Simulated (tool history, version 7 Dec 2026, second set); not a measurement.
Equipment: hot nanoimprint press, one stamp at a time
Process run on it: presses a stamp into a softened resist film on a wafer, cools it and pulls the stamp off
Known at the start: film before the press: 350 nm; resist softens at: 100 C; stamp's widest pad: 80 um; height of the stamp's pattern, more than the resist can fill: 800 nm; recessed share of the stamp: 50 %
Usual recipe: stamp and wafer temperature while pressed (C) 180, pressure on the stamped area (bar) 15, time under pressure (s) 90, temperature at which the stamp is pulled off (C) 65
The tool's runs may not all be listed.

run,hour,stamp and wafer temperature while pressed (C),pressure on the stamped area (bar),time under pressure (s),temperature at which the stamp is pulled off (C),resist left under the stamp's widest pad (angstrom),greatest force while the stamp is pulled off (N)
1,0,180,15,90,65,1297,188
2,7,180,15,90,65,1299,187
3,13.2,180,15,90,65,1299,186
# hour 16.9: plate thermocouple calibrated
4,21.2,180,15,90,65,1303,190
5,29.5,180,15,90,65,1298,189
6,36,180,15,90,59,1304,212
7,46,180,15,90,65,1301,187
8,51.8,180,15,90,70,1298,169
9,57.8,180,15,90,70,1296,168
10,66.2,180,15,90,65,1301,188
11,73.5,180,15,90,65,1301,189
12,79.1,180,15,90,65,1302,187
13,83.6,180,15,90,65,1299,189
14,88.1,180,15,90,65,1303,186
15,92.6,180,9.4,90,65,1593,188
16,99.9,180,9.4,90,65,1601,189
17,109.9,180,9.4,90,65,1605,191
18,120.1,180,9.4,90,65,1596,190
19,127.9,180,11.9,90,65,1445,188
20,135.1,180,22,56,65,1330,187
21,140.2,171,14.9,159,62,1394,202
22,149.8,171,14.9,159,62,1390,201
23,157.4,171,14.9,159,62,1394,202
24,164.8,169,13.9,146,59,1591,217
25,170.3,184,12,78,54,1350,237
26,177,189,15,90,52,990,242
27,183.7,189,18.6,90,72,892,159
28,188.4,189,18.6,90,72,892,158
29,194,189,18.6,90,72,890,157
30,203.2,180,17,90,58,1227,218
# hour 212.2: stamp cleaned and given a new release coat
31,217.4,171,17.1,90,63,1637,194

3 ways to go on from here, each from the tool as it stands after run 31. What would each give?
A,222.8,171,14,90,56,?,?
B,222.8,177,16.8,90,53,?,?
C,222.8,182,12.5,90,63,?,?

run,resist left under the stamp's widest pad (angstrom),greatest force while the stamp is pulled off (N)
A,1777,223
B,1358,240
C,1327,195
With the hidden condition removed and each run's random variation left untouched, the same runs would have given:
run,resist left under the stamp's widest pad (angstrom),greatest force while the stamp is pulled off (N)
A,1778,223
B,1358,240
C,1327,195
